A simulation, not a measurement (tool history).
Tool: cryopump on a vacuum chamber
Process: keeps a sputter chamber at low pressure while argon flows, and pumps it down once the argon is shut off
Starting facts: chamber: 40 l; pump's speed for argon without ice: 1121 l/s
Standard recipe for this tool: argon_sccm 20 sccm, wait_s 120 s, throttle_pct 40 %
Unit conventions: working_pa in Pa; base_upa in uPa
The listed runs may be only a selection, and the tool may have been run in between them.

{"run": 1, "day": 0.0, "argon_sccm": 20, "wait_s": 120, "throttle_pct": 40, "working_pa": 0.0784, "base_upa": 1.47}
{"run": 2, "day": 1.338, "argon_sccm": 20, "wait_s": 120, "throttle_pct": 40, "working_pa": 0.0781, "base_upa": 1.46}
{"run": 3, "day": 2.296, "argon_sccm": 20, "wait_s": 120, "throttle_pct": 40, "working_pa": 0.079, "base_upa": 1.55}
{"run": 4, "day": 3.438, "argon_sccm": 20, "wait_s": 120, "throttle_pct": 40, "working_pa": 0.0801, "base_upa": 1.51}
{"run": 5, "day": 4.733, "argon_sccm": 20, "wait_s": 120, "throttle_pct": 40, "working_pa": 0.0799, "base_upa": 1.56}
{"run": 6, "day": 5.679, "argon_sccm": 15, "wait_s": 120, "throttle_pct": 40, "working_pa": 0.0598, "base_upa": 1.5}
{"run": 7, "day": 6.742, "argon_sccm": 20, "wait_s": 59, "throttle_pct": 40, "working_pa": 0.0811, "base_upa": 2.08}
{"run": 8, "day": 8.025, "argon_sccm": 20, "wait_s": 59, "throttle_pct": 40, "working_pa": 0.0809, "base_upa": 2.05}
{"run": 9, "day": 9.067, "argon_sccm": 20, "wait_s": 59, "throttle_pct": 40, "working_pa": 0.0812, "base_upa": 2.09}
{"run": 10, "day": 9.925, "argon_sccm": 20, "wait_s": 59, "throttle_pct": 40, "working_pa": 0.0814, "base_upa": 2.09}
{"run": 11, "day": 10.479, "argon_sccm": 20, "wait_s": 59, "throttle_pct": 21, "working_pa": 0.1505, "base_upa": 2.12}
{"run": 12, "day": 11.279, "argon_sccm": 20, "wait_s": 120, "throttle_pct": 40, "working_pa": 0.082, "base_upa": 1.63}
{"run": 13, "day": 12.004, "argon_sccm": 20, "wait_s": 120, "throttle_pct": 40, "working_pa": 0.0823, "base_upa": 1.62}
{"run": 14, "day": 12.883, "argon_sccm": 20, "wait_s": 120, "throttle_pct": 27, "working_pa": 0.1176, "base_upa": 1.65}
{"run": 15, "day": 13.562, "argon_sccm": 27, "wait_s": 41, "throttle_pct": 27, "working_pa": 0.1604, "base_upa": 2.42}
{"run": 16, "day": 14.875, "argon_sccm": 35, "wait_s": 63, "throttle_pct": 40, "working_pa": 0.1459, "base_upa": 2.06}
{"run": 17, "day": 15.821, "argon_sccm": 13, "wait_s": 164, "throttle_pct": 49, "working_pa": 0.0446, "base_upa": 1.59}
{"run": 18, "day": 16.792, "argon_sccm": 37, "wait_s": 272, "throttle_pct": 19, "working_pa": 0.3077, "base_upa": 1.46}
{"run": 19, "day": 17.688, "argon_sccm": 29, "wait_s": 201, "throttle_pct": 16, "working_pa": 0.2867, "base_upa": 1.6}
{"run": 20, "day": 18.367, "argon_sccm": 29, "wait_s": 201, "throttle_pct": 16, "working_pa": 0.2864, "base_upa": 1.6}
{"run": 21, "day": 19.45, "argon_sccm": 29, "wait_s": 201, "throttle_pct": 16, "working_pa": 0.2848, "base_upa": 1.62}
{"run": 22, "day": 20.638, "argon_sccm": 20, "wait_s": 194, "throttle_pct": 24, "working_pa": 0.1354, "base_upa": 1.71}
{"run": 23, "day": 21.908, "argon_sccm": 20, "wait_s": 39, "throttle_pct": 17, "working_pa": 0.1867, "base_upa": 2.75}
{"run": 24, "day": 22.75, "argon_sccm": 14, "wait_s": 49, "throttle_pct": 23, "working_pa": 0.0994, "base_upa": 2.51}
{"run": 25, "day": 23.962, "argon_sccm": 10, "wait_s": 99, "throttle_pct": 50, "working_pa": 0.0352, "base_upa": 2.03}
{"run": 26, "day": 24.867, "argon_sccm": 30, "wait_s": 52, "throttle_pct": 54, "working_pa": 0.098, "base_upa": 2.46}
{"run": 27, "day": 25.762, "argon_sccm": 30, "wait_s": 52, "throttle_pct": 54, "working_pa": 0.1002, "base_upa": 2.51}
{"day": 26.038, "done": "pump warmed up, emptied and cooled again"}
{"run": 28, "day": 26.954, "argon_sccm": 21, "wait_s": 138, "throttle_pct": 39, "working_pa": 0.0823, "base_upa": 1.54}

Measured minus without-hidden-state, run by run (identical run-to-run variation in each term; gauge scatter may differ):
The tool's hidden condition here consists of: pump's speed, % of a pump's without ice; cold plate's temperature, K; leak into the chamber, uPa l/s; drift of the gauge itself on working_pa, %; drift of the gauge itself on base_upa, %.
run=1 working_pa=+0.0038 base_upa=+0.76
run=2 working_pa=+0.0041 base_upa=+0.75
run=3 working_pa=+0.0043 base_upa=+0.79
run=4 working_pa=+0.0046 base_upa=+0.80
run=5 working_pa=+0.0049 base_upa=+0.83
run=6 working_pa=+0.0039 base_upa=+0.82
run=7 working_pa=+0.0053 base_upa=+0.87
run=8 working_pa=+0.0057 base_upa=+0.88
run=9 working_pa=+0.0059 base_upa=+0.91
run=10 working_pa=+0.0061 base_upa=+0.91
run=11 working_pa=+0.0063 base_upa=+0.93
run=12 working_pa=+0.0065 base_upa=+0.93
run=13 working_pa=+0.0067 base_upa=+0.93
run=14 working_pa=+0.0069 base_upa=+0.94
run=15 working_pa=+0.0095 base_upa=+0.93
run=16 working_pa=+0.0130 base_upa=+0.99
run=17 working_pa=+0.0050 base_upa=+1.00
run=18 working_pa=+0.0147 base_upa=+1.03
run=19 working_pa=+0.0119 base_upa=+1.06
run=20 working_pa=+0.0122 base_upa=+1.07
run=21 working_pa=+0.0126 base_upa=+1.10
run=22 working_pa=+0.0090 base_upa=+1.13
run=23 working_pa=+0.0093 base_upa=+1.14
run=24 working_pa=+0.0067 base_upa=+1.16
run=25 working_pa=+0.0050 base_upa=+1.20
run=26 working_pa=+0.0154 base_upa=+1.19
run=27 working_pa=+0.0159 base_upa=+1.24
run=28 working_pa=+0.0006 base_upa=+0.87

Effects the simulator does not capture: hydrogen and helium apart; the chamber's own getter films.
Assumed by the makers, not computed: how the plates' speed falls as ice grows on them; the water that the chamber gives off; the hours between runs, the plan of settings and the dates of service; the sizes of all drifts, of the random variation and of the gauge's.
